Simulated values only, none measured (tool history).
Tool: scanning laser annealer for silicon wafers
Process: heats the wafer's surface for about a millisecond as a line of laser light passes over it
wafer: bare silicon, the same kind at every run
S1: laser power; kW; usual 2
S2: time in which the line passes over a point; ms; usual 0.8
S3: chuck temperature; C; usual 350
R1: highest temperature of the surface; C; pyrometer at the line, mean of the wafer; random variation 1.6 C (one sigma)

run     day     S1     S2   S3    R1
  1       0      2    0.8  350  1138
  2   1.762      2    0.8  350  1137
  3   3.667      2    0.8  350  1140
  4   5.446      2    0.8  385  1176
  5   6.692      2    0.8  350  1138
  6   7.938      2    0.8  350  1139
  7   9.571  2.077    0.8  350  1181
  8  10.542  2.077    0.8  350  1177
  9  11.629      2    0.8  350  1139
 10  13.592      2    0.8  350  1138
 11  14.554  1.811    0.8  344  1038
 12  15.783  1.935  0.589  343   981
 13  17.171  1.963  0.589  381  1028
 14  18.142  2.057    0.8  350  1167
 15  19.633      2  0.952  350  1215
 16  20.562      2  0.952  350  1217
     20.804  -- window over the wafer cleaned
 17   21.85  1.818    0.8  364  1059
 18  23.342  1.835  0.804  329  1038

5 ways to go on from here, each from the tool as it stands after run 18. What would each give?
  A  25.175  1.779    0.8  380   ?
  B  25.175  1.904  0.646  325   ?
  C  25.175      2  0.874  350   ?
  D  25.175  1.835   0.97  366   ?
  E  25.175  2.056  0.798  365   ?

run    R1
  A  1059
  B   985
  C  1178
  D  1151
  E  1181
Without the tool's hidden state the same runs would have given:
run    R1
  A  1059
  B   985
  C  1178
  D  1151
  E  1181
